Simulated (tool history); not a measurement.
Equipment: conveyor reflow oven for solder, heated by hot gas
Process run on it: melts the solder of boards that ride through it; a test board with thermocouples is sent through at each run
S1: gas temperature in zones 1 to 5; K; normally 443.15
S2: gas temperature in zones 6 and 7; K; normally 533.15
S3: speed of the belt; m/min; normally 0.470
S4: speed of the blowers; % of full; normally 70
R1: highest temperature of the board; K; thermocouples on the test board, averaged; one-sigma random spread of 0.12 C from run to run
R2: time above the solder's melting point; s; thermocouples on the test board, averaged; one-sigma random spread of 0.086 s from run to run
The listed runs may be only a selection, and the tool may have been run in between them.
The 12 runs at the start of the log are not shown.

run   hour      S1      S2     S3  S4      R1     R2
 13  213.1  436.15  533.15  0.470  70  521.05  52.16
 14  230.0  436.15  533.15  0.470  70  520.95  52.31
 15  248.1  436.15  533.15  0.470  70  521.05  52.16
 16  267.8  436.15  533.15  0.470  70  521.35  52.27
 17  292.1  443.15  533.15  0.470  60  519.65  52.26
 18  304.5  443.15  533.15  0.467  59  519.55  52.53
 19  330.2  443.15  533.15  0.467  59  519.55  52.44
 20  342.7  443.15  533.15  0.467  59  519.65  52.55
 21  367.2  443.15  540.15  0.467  59  525.85  57.21
 22  384.3  443.15  524.15  0.470  70  513.75  48.61
 23  400.0  455.15  533.15  0.470  81  525.65  62.52
 24  423.2  443.15  522.15  0.414  54  511.45  51.92
 25  446.1  443.15  545.15  0.438  70  534.85  67.93
 26  462.9  440.15  533.15  0.470  74  522.85  54.80
     479.7  -- flux residue cleaned out of gas plates and filters
 27  485.5  443.15  533.15  0.436  70  523.85  61.62
 28  500.7  444.15  529.15  0.411  70  521.15  64.83
 29  519.9  446.15  532.15  0.470  70  521.65  55.94
 30  531.3  451.15  534.15  0.470  70  523.95  59.38
 31  552.2  431.15  524.15  0.470  70  512.35  43.00
 32  569.1  454.15  544.15  0.401  61  535.25  78.96

Below are 3 alternative next runs, each starting from the tool's condition after run 32. Predict each:
  A  584.5  454.15  544.15  0.514  59   ?   ?
  B  584.5  446.15  533.15  0.470  70   ?   ?
  C  584.5  443.15  533.15  0.497  88   ?   ?

run      R1     R2
  A  528.25  56.51
  B  522.45  56.42
  C  523.85  54.11
Without the tool's hidden state the same runs would have given:
run      R1     R2
  A  528.25  56.51
  B  522.45  56.42
  C  523.85  54.12
